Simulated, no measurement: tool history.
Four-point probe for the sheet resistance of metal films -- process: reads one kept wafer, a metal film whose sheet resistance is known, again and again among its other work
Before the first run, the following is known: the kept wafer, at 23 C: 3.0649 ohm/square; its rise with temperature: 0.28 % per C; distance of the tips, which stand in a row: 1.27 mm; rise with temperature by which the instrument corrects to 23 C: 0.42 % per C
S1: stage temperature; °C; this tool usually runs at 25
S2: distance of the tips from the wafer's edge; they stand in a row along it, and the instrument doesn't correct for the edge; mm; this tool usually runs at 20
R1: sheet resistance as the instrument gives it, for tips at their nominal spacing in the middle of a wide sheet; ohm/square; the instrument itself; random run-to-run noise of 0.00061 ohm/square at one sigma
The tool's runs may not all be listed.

run	hour	S1	S2	R1
1	0.0	25	20	3.087463
2	59.9	25	20	3.088778
3	124.7	25	20	3.089191
4	153.1	25	20	3.089701
5	214.7	21	20	3.108296
6	253.0	25	20	3.091433
7	303.5	25	20	3.092360
8	370.5	25	7	3.141418
9	401.7	25	7	3.142024
10	443.5	25	20	3.095458
11	477.8	25	20	3.094659
12	506.8	25	20	3.095269
13	553.6	34	20	3.058976
14	609.2	25	20	3.097819
15	664.1	25	20	3.097713
16	710.6	25	20	3.099478
17	754.3	20	20	3.120833
18	809.0	20	20	3.122531
19	843.2	20	20	3.122077
20	892.8	20	20	3.124026
21	940.1	35	20	3.062398
22	975.8	35	20	3.062414
23	1017.6	25	20	3.104256
24	1046.1	22	6	3.184141
25	1077.2	22	6	3.185205
26	1122.4	21	28	3.120766
27	1152.0	29	64	3.083531
28	1187.4	29	25	3.088252
# hour 1221.3: new probe head fitted
29	1226.5	29	25	3.044175
30	1277.0	34	57	3.020613
31	1335.3	32	5	3.130351
32	1381.0	25	3	3.325618
33	1409.3	29	6	3.115315
34	1445.1	18	4	3.248666
35	1492.2	18	4	3.249943
36	1524.0	31	25	3.040556
37	1573.5	19	4	3.245707
# hour 1613.3: stage's thermometer calibrated
38	1642.7	18	17	3.107651
39	1696.0	25	51	3.070289
40	1728.0	19	9	3.127789
41	1792.6	33	9	3.070826
42	1857.4	30	20	3.057975
43	1911.5	25	56	3.073487
44	1958.7	29	56	3.057355
45	1992.4	25	34	3.075826
46	2053.8	33	9	3.074492

Each row is a separate what-if for the run after 46, all from the same tool condition, not one after another. Results?
A	2102.6	19	27	?
B	2102.6	23	20	?
C	2102.6	30	12	?

run	R1
A	3.103814
B	3.090077
C	3.073228
With the hidden condition removed and each run's random variation left untouched, the same runs would have given:
run	R1
A	3.085012
B	3.071354
C	3.054604
